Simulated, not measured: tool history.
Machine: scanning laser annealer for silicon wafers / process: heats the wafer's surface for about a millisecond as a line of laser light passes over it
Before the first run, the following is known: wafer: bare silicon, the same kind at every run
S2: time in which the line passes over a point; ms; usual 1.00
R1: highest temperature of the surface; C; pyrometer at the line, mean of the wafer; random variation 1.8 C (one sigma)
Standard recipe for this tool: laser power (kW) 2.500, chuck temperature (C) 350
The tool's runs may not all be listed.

{"run": 1, "hour": 0.0, "laser power (kW)": 2.5, "S2": 1.0, "chuck temperature (C)": 350, "R1": 1037}
{"run": 2, "hour": 6.6, "laser power (kW)": 2.5, "S2": 1.0, "chuck temperature (C)": 343, "R1": 1026}
{"run": 3, "hour": 14.1, "laser power (kW)": 2.5, "S2": 0.75, "chuck temperature (C)": 350, "R1": 947}
{"run": 4, "hour": 18.9, "laser power (kW)": 2.5, "S2": 0.75, "chuck temperature (C)": 350, "R1": 945}
{"run": 5, "hour": 25.9, "laser power (kW)": 2.5, "S2": 0.75, "chuck temperature (C)": 350, "R1": 946}
{"run": 6, "hour": 34.7, "laser power (kW)": 2.5, "S2": 0.75, "chuck temperature (C)": 350, "R1": 947}
{"run": 7, "hour": 39.0, "laser power (kW)": 2.5, "S2": 0.75, "chuck temperature (C)": 350, "R1": 941}
{"run": 8, "hour": 44.3, "laser power (kW)": 2.5, "S2": 1.0, "chuck temperature (C)": 345, "R1": 1027}
{"run": 9, "hour": 52.2, "laser power (kW)": 2.5, "S2": 1.22, "chuck temperature (C)": 350, "R1": 1099}
{"run": 10, "hour": 60.2, "laser power (kW)": 2.5, "S2": 1.0, "chuck temperature (C)": 325, "R1": 1005}
{"run": 11, "hour": 67.6, "laser power (kW)": 2.5, "S2": 1.0, "chuck temperature (C)": 325, "R1": 1010}
{"hour": 71.0, "done": "laser's power meter calibrated"}
{"run": 12, "hour": 76.3, "laser power (kW)": 2.5, "S2": 1.0, "chuck temperature (C)": 325, "R1": 1008}
{"run": 13, "hour": 85.8, "laser power (kW)": 2.542, "S2": 1.0, "chuck temperature (C)": 350, "R1": 1038}
{"run": 14, "hour": 94.6, "laser power (kW)": 2.542, "S2": 1.0, "chuck temperature (C)": 350, "R1": 1037}
{"run": 15, "hour": 101.2, "laser power (kW)": 2.542, "S2": 1.0, "chuck temperature (C)": 350, "R1": 1042}
{"hour": 110.6, "done": "laser's power meter calibrated, once more"}
{"run": 16, "hour": 112.1, "laser power (kW)": 2.542, "S2": 1.0, "chuck temperature (C)": 350, "R1": 1039}
{"run": 17, "hour": 116.5, "laser power (kW)": 2.542, "S2": 1.0, "chuck temperature (C)": 350, "R1": 1036}
{"run": 18, "hour": 122.0, "laser power (kW)": 2.721, "S2": 1.0, "chuck temperature (C)": 381, "R1": 1114}
{"run": 19, "hour": 131.3, "laser power (kW)": 2.415, "S2": 1.23, "chuck temperature (C)": 365, "R1": 1088}
{"run": 20, "hour": 137.6, "laser power (kW)": 2.63, "S2": 0.98, "chuck temperature (C)": 385, "R1": 1087}
{"run": 21, "hour": 143.0, "laser power (kW)": 2.63, "S2": 0.98, "chuck temperature (C)": 385, "R1": 1087}
{"run": 22, "hour": 149.8, "laser power (kW)": 2.5, "S2": 1.21, "chuck temperature (C)": 388, "R1": 1130}
{"run": 23, "hour": 158.8, "laser power (kW)": 2.5, "S2": 1.21, "chuck temperature (C)": 388, "R1": 1127}
{"run": 24, "hour": 165.5, "laser power (kW)": 2.5, "S2": 0.76, "chuck temperature (C)": 347, "R1": 940}
{"run": 25, "hour": 170.2, "laser power (kW)": 2.422, "S2": 1.0, "chuck temperature (C)": 316, "R1": 973}
{"run": 26, "hour": 177.3, "laser power (kW)": 2.422, "S2": 1.0, "chuck temperature (C)": 316, "R1": 970}
{"run": 27, "hour": 184.2, "laser power (kW)": 2.422, "S2": 1.0, "chuck temperature (C)": 316, "R1": 973}
{"run": 28, "hour": 188.5, "laser power (kW)": 2.225, "S2": 1.0, "chuck temperature (C)": 316, "R1": 924}

Pick out some run-to-run changes in R1. Of each, how much would a tool without hidden state show as well, from the settings, what came in and chance, and how much is left for the hidden state and any gauge scatter not in both results compared?
Hidden state present: light that passes the window, % of a clean one's; laser's true power over the reading, %; width of the line over the set one, %; drift of the gauge itself on peak_c, C.
Run 7 -> 8: S2 0.75 -> 1.00, chuck temperature (C) 350 -> 345. R1 +86 C: hidden state -4, all else +90.
Run 9 -> 10: S2 1.22 -> 1.00, chuck temperature (C) 350 -> 325. R1 -94 C: hidden state +2, all else -96.
Run 23 -> 24: S2 1.21 -> 0.76, chuck temperature (C) 388 -> 347. R1 -187 C: hidden state +7, all else -194.
